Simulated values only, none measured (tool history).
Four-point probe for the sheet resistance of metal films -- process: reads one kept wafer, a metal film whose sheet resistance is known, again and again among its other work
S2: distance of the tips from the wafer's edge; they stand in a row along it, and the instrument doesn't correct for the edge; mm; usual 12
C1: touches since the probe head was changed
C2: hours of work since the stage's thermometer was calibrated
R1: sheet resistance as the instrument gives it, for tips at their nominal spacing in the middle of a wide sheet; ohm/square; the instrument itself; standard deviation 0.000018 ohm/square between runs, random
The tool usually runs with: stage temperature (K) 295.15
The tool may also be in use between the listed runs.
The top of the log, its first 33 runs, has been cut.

run 34 hour=1022.0 | stage_temperature_(K)=308.15 S2=33 | C1=13899 C2=297 | R1=0.087601
run 35 hour=1055.6 | stage_temperature_(K)=308.15 S2=32 | C1=16283 C2=323 | R1=0.087637
run 36 hour=1081.7 | stage_temperature_(K)=308.15 S2=32 | C1=18137 C2=344 | R1=0.087642
run 37 hour=1099.7 | stage_temperature_(K)=308.15 S2=32 | C1=19414 C2=358 | R1=0.087601
run 38 hour=1124.3 | stage_temperature_(K)=308.15 S2=32 | C1=21165 C2=378 | R1=0.087607
run 39 hour=1164.2 | stage_temperature_(K)=306.15 S2=4 | C1=23996 C2=409 | R1=0.092023
run 40 hour=1188.3 | stage_temperature_(K)=303.15 S2=4 | C1=25702 C2=428 | R1=0.092084
run 41 hour=1207.0 | stage_temperature_(K)=296.15 S2=34 | C1=27031 C2=443 | R1=0.087777
run 42 hour=1224.6 | stage_temperature_(K)=306.15 S2=58 | C1=28285 C2=457 | R1=0.087567
run 43 hour=1253.7 | stage_temperature_(K)=306.15 S2=58 | C1=30350 C2=480 | R1=0.087545
run 44 hour=1280.3 | stage_temperature_(K)=292.15 S2=34 | C1=32233 C2=501 | R1=0.087814

Alternative continuations, all from the tool just after run 44; predict every row:
run A hour=1300.6 | stage_temperature_(K)=294.15 S2=34 | C1=33675 C2=517 | R1=?
run B hour=1300.6 | stage_temperature_(K)=291.15 S2=13 | C1=33675 C2=517 | R1=?
run C hour=1300.6 | stage_temperature_(K)=299.15 S2=29 | C1=33675 C2=517 | R1=?
run D hour=1300.6 | stage_temperature_(K)=301.15 S2=3 | C1=33675 C2=517 | R1=?

run=A R1=0.087748
run=B R1=0.088166
run=C R1=0.087738
run=D R1=0.095234
Without the tool's unlogged condition, the same runs would have read:
run=A R1=0.088174
run=B R1=0.088594
run=C R1=0.088165
run=D R1=0.095694
